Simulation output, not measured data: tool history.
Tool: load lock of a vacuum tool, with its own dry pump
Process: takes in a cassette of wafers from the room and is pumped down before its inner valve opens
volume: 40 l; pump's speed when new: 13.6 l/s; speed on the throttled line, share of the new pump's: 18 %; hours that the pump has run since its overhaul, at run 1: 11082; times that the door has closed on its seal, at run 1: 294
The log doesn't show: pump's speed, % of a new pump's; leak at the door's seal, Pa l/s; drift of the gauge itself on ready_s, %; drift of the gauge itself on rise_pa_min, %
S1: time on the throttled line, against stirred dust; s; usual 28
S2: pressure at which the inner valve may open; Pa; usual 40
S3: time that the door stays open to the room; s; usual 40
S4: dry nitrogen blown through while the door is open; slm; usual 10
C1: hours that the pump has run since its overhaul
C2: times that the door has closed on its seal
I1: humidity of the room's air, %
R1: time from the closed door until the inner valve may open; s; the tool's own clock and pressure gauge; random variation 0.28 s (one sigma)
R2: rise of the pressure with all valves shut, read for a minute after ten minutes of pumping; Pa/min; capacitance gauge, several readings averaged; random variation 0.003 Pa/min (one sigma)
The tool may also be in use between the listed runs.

run 1 hour=0.0 | S1=28 S2=40 S3=40 S4=10 | C1=11082 C2=294 | I1=43.9 | R1=48.0 R2=0.027
run 2 hour=77.0 | S1=21 S2=40 S3=40 S4=10 | C1=11159 C2=415 | I1=46.0 | R1=42.2 R2=0.033
run 3 hour=198.8 | S1=15 S2=40 S3=40 S4=10 | C1=11280 C2=607 | I1=41.7 | R1=38.2 R2=0.032
run 4 hour=316.2 | S1=28 S2=40 S3=40 S4=10 | C1=11398 C2=793 | I1=42.6 | R1=48.2 R2=0.031
run 5 hour=427.8 | S1=28 S2=40 S3=40 S4=10 | C1=11509 C2=968 | I1=48.9 | R1=48.0 R2=0.031
run 6 hour=506.3 | S1=26 S2=40 S3=40 S4=10 | C1=11588 C2=1092 | I1=47.5 | R1=47.2 R2=0.033
run 7 hour=646.1 | S1=28 S2=40 S3=40 S4=10 | C1=11728 C2=1313 | I1=47.1 | R1=48.3 R2=0.036
run 8 hour=729.2 | S1=28 S2=40 S3=40 S4=10 | C1=11811 C2=1444 | I1=46.6 | R1=48.6 R2=0.034
run 9 hour=839.5 | S1=28 S2=40 S3=40 S4=10 | C1=11921 C2=1618 | I1=44.6 | R1=48.3 R2=0.031
run 10 hour=961.1 | S1=28 S2=35 S3=40 S4=10 | C1=12043 C2=1810 | I1=43.1 | R1=48.9 R2=0.037
run 11 hour=1100.2 | S1=28 S2=35 S3=40 S4=10 | C1=12182 C2=2029 | I1=46.8 | R1=48.7 R2=0.033
run 12 hour=1203.8 | S1=28 S2=40 S3=40 S4=10 | C1=12285 C2=2193 | I1=44.1 | R1=48.6 R2=0.037
run 13 hour=1345.8 | S1=28 S2=40 S3=40 S4=39 | C1=12427 C2=2417 | I1=48.1 | R1=48.2 R2=0.018
run 14 hour=1428.0 | S1=28 S2=40 S3=40 S4=39 | C1=12510 C2=2547 | I1=44.5 | R1=48.2 R2=0.024
run 15 hour=1554.3 | S1=28 S2=40 S3=201 S4=39 | C1=12636 C2=2746 | I1=45.6 | R1=48.5 R2=0.053
run 16 hour=1618.5 | S1=28 S2=40 S3=201 S4=39 | C1=12700 C2=2847 | I1=43.0 | R1=48.3 R2=0.039
run 17 hour=1715.5 | S1=28 S2=40 S3=40 S4=10 | C1=12797 C2=3000 | I1=46.3 | R1=48.6 R2=0.039
run 18 hour=1794.4 | S1=28 S2=40 S3=40 S4=27 | C1=12876 C2=3125 | I1=47.2 | R1=48.6 R2=0.031
run 19 hour=1920.6 | S1=28 S2=40 S3=40 S4=27 | C1=13002 C2=3324 | I1=44.3 | R1=48.3 R2=0.025
run 20 hour=2005.1 | S1=28 S2=40 S3=40 S4=27 | C1=13087 C2=3457 | I1=47.0 | R1=48.9 R2=0.033
run 21 hour=2125.8 | S1=39 S2=77 S3=38 S4=6 | C1=13207 C2=3648 | I1=42.6 | R1=55.6 R2=0.042
run 22 hour=2266.2 | S1=28 S2=40 S3=68 S4=10 | C1=13348 C2=3869 | I1=48.1 | R1=48.7 R2=0.047
run 23 hour=2363.7 | S1=19 S2=58 S3=40 S4=10 | C1=13445 C2=4023 | I1=46.1 | R1=40.4 R2=0.048
run 24 hour=2481.9 | S1=24 S2=38 S3=56 S4=20 | C1=13563 C2=4209 | I1=43.6 | R1=46.1 R2=0.042
run 25 hour=2603.9 | S1=48 S2=37 S3=40 S4=10 | C1=13685 C2=4402 | I1=45.5 | R1=65.3 R2=0.044
run 26 hour=2737.4 | S1=26 S2=29 S3=40 S4=10 | C1=13819 C2=4612 | I1=45.6 | R1=48.6 R2=0.044
run 27 hour=2880.9 | S1=48 S2=40 S3=40 S4=10 | C1=13962 C2=4839 | I1=46.2 | R1=65.2 R2=0.050
run 28 hour=2965.7 | S1=48 S2=40 S3=40 S4=10 | C1=14047 C2=4973 | I1=43.7 | R1=64.8 R2=0.042
run 29 hour=3056.6 | S1=15 S2=40 S3=71 S4=6 | C1=14138 C2=5116 | I1=44.5 | R1=38.6 R2=0.056
run 30 hour=3153.2 | S1=24 S2=40 S3=43 S4=6 | C1=14235 C2=5269 | I1=43.2 | R1=45.9 R2=0.050
run 31 hour=3240.4 | S1=24 S2=40 S3=43 S4=6 | C1=14322 C2=5406 | I1=42.8 | R1=46.2 R2=0.050
run 32 hour=3371.4 | S1=24 S2=55 S3=32 S4=6 | C1=14453 C2=5613 | I1=46.7 | R1=44.7 R2=0.053
run 33 hour=3448.2 | S1=22 S2=55 S3=32 S4=18 | C1=14530 C2=5734 | I1=43.6 | R1=43.2 R2=0.038
run 34 hour=3581.8 | S1=28 S2=31 S3=71 S4=5 | C1=14663 C2=5945 | I1=43.2 | R1=50.1 R2=0.059
run 35 hour=3726.9 | S1=28 S2=40 S3=70 S4=10 | C1=14808 C2=6174 | I1=46.9 | R1=49.4 R2=0.064
run 36 hour=3812.8 | S1=28 S2=68 S3=72 S4=10 | C1=14894 C2=6309 | I1=46.3 | R1=47.3 R2=0.063
run 37 hour=3880.8 | S1=28 S2=68 S3=72 S4=10 | C1=14962 C2=6417 | I1=41.7 | R1=47.2 R2=0.056

Some steps in R1 between neighbouring runs. How much of each would the tool show without its hidden state too (settings, what came in, random variation), and how much is left for the hidden state, with any gauge scatter that isn't in both results?
Run 24 -> 25: S1 24 -> 48, S2 38 -> 37, S3 56 -> 40, S4 20 -> 10. R1 +19.2 s: hidden state -0.7, all else +19.9.
Run 25 -> 26: S1 48 -> 26, S2 37 -> 29. R1 -16.7 s: hidden state +0.7, all else -17.4.
Run 28 -> 29: S1 48 -> 15, S3 40 -> 71, S4 10 -> 6. R1 -26.2 s: hidden state +0.9, all else -27.1.

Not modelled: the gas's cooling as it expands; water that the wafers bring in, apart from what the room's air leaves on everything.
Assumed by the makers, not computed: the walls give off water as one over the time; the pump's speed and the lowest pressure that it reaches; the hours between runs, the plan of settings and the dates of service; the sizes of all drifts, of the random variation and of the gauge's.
